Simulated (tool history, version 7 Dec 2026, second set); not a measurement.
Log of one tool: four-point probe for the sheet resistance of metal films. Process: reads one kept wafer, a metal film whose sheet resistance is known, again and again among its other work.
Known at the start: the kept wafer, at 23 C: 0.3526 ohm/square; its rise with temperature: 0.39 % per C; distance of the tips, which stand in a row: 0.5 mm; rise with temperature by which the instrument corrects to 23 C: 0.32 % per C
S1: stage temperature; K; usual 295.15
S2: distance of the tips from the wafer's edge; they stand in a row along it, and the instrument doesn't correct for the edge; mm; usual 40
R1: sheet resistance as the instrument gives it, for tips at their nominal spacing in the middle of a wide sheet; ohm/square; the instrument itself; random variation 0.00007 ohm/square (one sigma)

run 1 hour=0.0 | S1=295.15 S2=40 | R1=0.355010
run 2 hour=106.2 | S1=295.15 S2=40 | R1=0.355094
run 3 hour=229.6 | S1=295.15 S2=40 | R1=0.355215
run 4 hour=344.7 | S1=295.15 S2=40 | R1=0.355254
run 5 hour=484.8 | S1=295.15 S2=40 | R1=0.355246
run 6 hour=544.5 | S1=295.15 S2=38 | R1=0.355304
run 7 hour=674.0 | S1=295.15 S2=38 | R1=0.355469
run 8 hour=792.5 | S1=295.15 S2=38 | R1=0.355609
run 9 hour=866.7 | S1=295.15 S2=38 | R1=0.355457
run 10 hour=985.5 | S1=295.15 S2=38 | R1=0.355490
run 11 hour=1070.1 | S1=295.15 S2=38 | R1=0.355649
run 12 hour=1134.7 | S1=295.15 S2=40 | R1=0.355710
-- hour=1148.4 stage's thermometer calibrated
run 13 hour=1197.8 | S1=295.15 S2=40 | R1=0.355820
run 14 hour=1277.8 | S1=295.15 S2=40 | R1=0.355822
-- hour=1360.0 stage's thermometer calibrated, once more
run 15 hour=1366.0 | S1=295.15 S2=40 | R1=0.355360
run 16 hour=1426.1 | S1=295.15 S2=40 | R1=0.355273
run 17 hour=1560.9 | S1=295.15 S2=40 | R1=0.355376
run 18 hour=1691.8 | S1=295.15 S2=6 | R1=0.356840
run 19 hour=1824.3 | S1=303.15 S2=21 | R1=0.357290
run 20 hour=1919.5 | S1=303.15 S2=17 | R1=0.357459
run 21 hour=1995.9 | S1=291.15 S2=14 | R1=0.354888
run 22 hour=2053.1 | S1=299.15 S2=5 | R1=0.358539
run 23 hour=2181.4 | S1=299.15 S2=5 | R1=0.358475
run 24 hour=2244.9 | S1=299.15 S2=5 | R1=0.358422
run 25 hour=2337.8 | S1=294.15 S2=16 | R1=0.355738
run 26 hour=2465.1 | S1=296.15 S2=5 | R1=0.357959
run 27 hour=2588.6 | S1=295.15 S2=12 | R1=0.356172
run 28 hour=2689.2 | S1=299.15 S2=3 | R1=0.362071
run 29 hour=2768.0 | S1=299.15 S2=3 | R1=0.362185
run 30 hour=2838.4 | S1=299.15 S2=3 | R1=0.362189

The next listed run, before its measurement:
run 31 hour=2945.5 | S1=307.15 S2=12 | R1=?

Run 31 gave R1 0.358906 ohm/square.
Without the tool's hidden state the same run would have given R1 0.355216 ohm/square.

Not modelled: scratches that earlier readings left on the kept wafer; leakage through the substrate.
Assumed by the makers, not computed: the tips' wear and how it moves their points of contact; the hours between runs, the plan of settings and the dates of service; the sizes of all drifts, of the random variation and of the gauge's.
